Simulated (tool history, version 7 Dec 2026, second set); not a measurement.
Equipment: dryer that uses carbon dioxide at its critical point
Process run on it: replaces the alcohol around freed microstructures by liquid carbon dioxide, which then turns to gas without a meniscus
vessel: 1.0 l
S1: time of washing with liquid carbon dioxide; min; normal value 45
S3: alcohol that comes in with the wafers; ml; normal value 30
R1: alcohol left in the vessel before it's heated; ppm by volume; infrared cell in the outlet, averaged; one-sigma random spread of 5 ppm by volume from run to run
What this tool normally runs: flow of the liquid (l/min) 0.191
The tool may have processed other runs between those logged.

run 1 hour=0.0 | S1=45 flow_of_the_liquid_(l/min)=0.191 S3=30 | R1=66
run 2 hour=6.5 | S1=45 flow_of_the_liquid_(l/min)=0.191 S3=30 | R1=66
run 3 hour=21.4 | S1=45 flow_of_the_liquid_(l/min)=0.191 S3=30 | R1=70
run 4 hour=27.9 | S1=45 flow_of_the_liquid_(l/min)=0.191 S3=30 | R1=76
run 5 hour=39.7 | S1=45 flow_of_the_liquid_(l/min)=0.191 S3=30 | R1=70
run 6 hour=54.5 | S1=45 flow_of_the_liquid_(l/min)=0.191 S3=30 | R1=72
run 7 hour=69.1 | S1=45 flow_of_the_liquid_(l/min)=0.191 S3=30 | R1=84
run 8 hour=82.4 | S1=45 flow_of_the_liquid_(l/min)=0.191 S3=30 | R1=78
run 9 hour=90.5 | S1=45 flow_of_the_liquid_(l/min)=0.191 S3=30 | R1=68
-- hour=96.4 inlet filter changed
run 10 hour=101.9 | S1=45 flow_of_the_liquid_(l/min)=0.191 S3=30 | R1=41
run 11 hour=116.1 | S1=45 flow_of_the_liquid_(l/min)=0.191 S3=30 | R1=42
run 12 hour=126.3 | S1=45 flow_of_the_liquid_(l/min)=0.191 S3=78 | R1=68
run 13 hour=134.5 | S1=45 flow_of_the_liquid_(l/min)=0.191 S3=78 | R1=66
run 14 hour=141.9 | S1=45 flow_of_the_liquid_(l/min)=0.191 S3=30 | R1=39
run 15 hour=151.3 | S1=45 flow_of_the_liquid_(l/min)=0.191 S3=30 | R1=47
run 16 hour=164.7 | S1=45 flow_of_the_liquid_(l/min)=0.120 S3=30 | R1=356
run 17 hour=179.3 | S1=45 flow_of_the_liquid_(l/min)=0.191 S3=30 | R1=45
run 18 hour=188.8 | S1=45 flow_of_the_liquid_(l/min)=0.191 S3=30 | R1=49
run 19 hour=200.3 | S1=45 flow_of_the_liquid_(l/min)=0.191 S3=30 | R1=50
run 20 hour=208.6 | S1=45 flow_of_the_liquid_(l/min)=0.140 S3=30 | R1=195
run 21 hour=217.0 | S1=45 flow_of_the_liquid_(l/min)=0.140 S3=30 | R1=203
run 22 hour=231.6 | S1=45 flow_of_the_liquid_(l/min)=0.140 S3=30 | R1=202
run 23 hour=243.2 | S1=45 flow_of_the_liquid_(l/min)=0.191 S3=53 | R1=81
run 24 hour=257.8 | S1=45 flow_of_the_liquid_(l/min)=0.191 S3=53 | R1=78
run 25 hour=265.0 | S1=45 flow_of_the_liquid_(l/min)=0.191 S3=53 | R1=85
run 26 hour=278.7 | S1=61 flow_of_the_liquid_(l/min)=0.159 S3=33 | R1=54
run 27 hour=292.8 | S1=61 flow_of_the_liquid_(l/min)=0.159 S3=33 | R1=55

The next listed run, before its measurement:
run 28 hour=301.3 | S1=61 flow_of_the_liquid_(l/min)=0.159 S3=83 | R1=?

R1: 66 ppm by volume
If the tool had no hidden condition, the same run with the same run-to-run variation would have returned R1 20 ppm by volume.
